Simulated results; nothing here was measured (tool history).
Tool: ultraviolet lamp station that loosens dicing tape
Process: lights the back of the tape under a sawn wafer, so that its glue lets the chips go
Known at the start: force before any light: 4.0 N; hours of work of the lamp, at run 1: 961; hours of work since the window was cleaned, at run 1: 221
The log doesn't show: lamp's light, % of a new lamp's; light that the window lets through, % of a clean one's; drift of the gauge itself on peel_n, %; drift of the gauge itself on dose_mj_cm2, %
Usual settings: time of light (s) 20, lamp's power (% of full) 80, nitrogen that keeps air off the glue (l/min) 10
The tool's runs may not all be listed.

run   hour  time of light (s)  lamp's power (% of full)  nitrogen that keeps air off the glue (l/min)  hours of work of the lamp  hours of work since the window was cleaned  force that peels the tape off (N)  light that reached the tape (mJ/cm²)
  1    0.0                 20                        80                                            10                        961                                         221                              0.309                                   553
  2   37.3                 20                        67                                            10                        987                                         248                              0.402                                   463
  3   55.0                 20                        80                                            10                       1000                                         260                              0.304                                   555
  4   87.7                 20                        64                                            10                       1023                                         283                              0.443                                   442
     114.5  -- window cleaned of glue's vapour
  5  126.2                 38                        80                                            10                       1050                                           8                              0.195                                  1050
  6  146.4                 20                        80                                            10                       1065                                          23                              0.313                                   553
  7  182.3                 20                        80                                            10                       1090                                          48                              0.312                                   552
  8  198.6                 20                        80                                            10                       1102                                          60                              0.290                                   550
  9  224.3                 20                        80                                            10                       1120                                          78                              0.319                                   555
 10  247.8                 20                        80                                            10                       1137                                          95                              0.315                                   552
     265.5  -- lamp changed
 11  274.4                 20                        80                                            10                          6                                         113                              0.296                                   551
 12  298.8                 20                        80                                            10                         24                                         131                              0.303                                   550
 13  317.5                 20                        80                                            10                         37                                         144                              0.312                                   554
 14  338.0                 20                        80                                            10                         52                                         159                              0.310                                   553
 15  372.7                 20                        80                                            10                         76                                         183                              0.319                                   562
 16  396.9                 20                        80                                             5                         94                                         200                              0.383                                   557
 17  420.2                 20                        91                                             5                        110                                         217                              0.317                                   635
 18  454.8                 26                        80                                            10                        135                                         242                              0.230                                   723
 19  487.1                 20                        80                                            10                        158                                         265                              0.302                                   556
 20  505.6                 20                        62                                             4                        171                                         278                              0.619                                   430
     539.8  -- window cleaned of glue's vapour
 21  539.8                 20                        62                                             4                        195                                           0                              0.642                                   428
 22  576.7                 34                        80                                             7                        221                                          26                              0.206                                   944
 23  605.7                 30                        78                                             7                        242                                          47                              0.231                                   811
 24  633.9                 30                        78                                             7                        262                                          67                              0.214                                   811
 25  653.2                 31                        78                                             7                        276                                          81                              0.216                                   841
 26  668.6                 38                        99                                            10                        287                                          92                              0.198                                  1298
 27  701.0                 20                        98                                             6                        310                                         115                              0.282                                   680
 28  723.1                 14                        61                                             4                        326                                         131                              1.035                                   294
 29  739.1                 20                        85                                            10                        337                                         142                              0.279                                   585
 30  764.9                 36                        67                                            10                        356                                         160                              0.203                                   838
 31  785.0                 13                        78                                             8                        370                                         175                              0.667                                   350
 32  811.6                 20                        80                                             6                        389                                         194                              0.371                                   552
 33  828.6                 11                        80                                            10                        401                                         206                              0.776                                   301
 34  865.0                 11                        80                                            10                        427                                         232                              0.791                                   307
 35  898.2                 10                        73                                             4                        451                                         255                              1.228                                   253

The next listed run, before its measurement:
 36  927.3                 35                        76                                            10                        471                                         276                                  ?                                     ?

Run 36 gave force that peels the tape off (N) 0.202, light that reached the tape (mJ/cm²) 918.
Without the tool's hidden state the same run would have given force that peels the tape off (N) 0.202, light that reached the tape (mJ/cm²) 920.
